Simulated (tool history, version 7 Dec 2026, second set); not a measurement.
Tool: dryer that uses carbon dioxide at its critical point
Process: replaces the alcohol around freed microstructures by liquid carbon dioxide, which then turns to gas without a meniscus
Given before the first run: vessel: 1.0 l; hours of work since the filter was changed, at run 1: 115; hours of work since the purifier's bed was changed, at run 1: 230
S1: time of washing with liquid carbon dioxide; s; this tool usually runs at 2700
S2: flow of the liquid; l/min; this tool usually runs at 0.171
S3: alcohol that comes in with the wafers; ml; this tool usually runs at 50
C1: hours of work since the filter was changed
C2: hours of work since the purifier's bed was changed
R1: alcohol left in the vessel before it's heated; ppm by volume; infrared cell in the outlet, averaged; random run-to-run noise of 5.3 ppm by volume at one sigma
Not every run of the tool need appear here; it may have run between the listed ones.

run     day    S1     S2  S3   C1   C2   R1
  1       0  2700  0.171  50  115  230  143
  2   0.908  2700  0.171  50  127  241  142
  3   2.025  2700  0.171  50  141  255  147
  4   3.417  2700  0.171  50  158  272  142
  5   4.971  2700  0.171  41  177  292  130
  6   6.271  2700  0.171  41  194  308  127
  7   7.592  2700  0.235  29  210  324   37
  8   9.088  4320  0.163  80  229  343   25
  9  10.604  2640  0.171  27  248  362  116
 10  12.029  2640  0.171  57  265  380  223

What if the next run were any one of these 3? Each begins from the tool's condition after run 10:
  A  13.096  2640  0.153   24  279  393   ?
  B  13.096  4020  0.171   57  279  393   ?
  C  13.096  3120  0.236  102  279  393   ?

run   R1
  A  179
  B   38
  C   46
Had the tool no hidden state, the same runs would have come out as:
run   R1
  A  118
  B   14
  C   22

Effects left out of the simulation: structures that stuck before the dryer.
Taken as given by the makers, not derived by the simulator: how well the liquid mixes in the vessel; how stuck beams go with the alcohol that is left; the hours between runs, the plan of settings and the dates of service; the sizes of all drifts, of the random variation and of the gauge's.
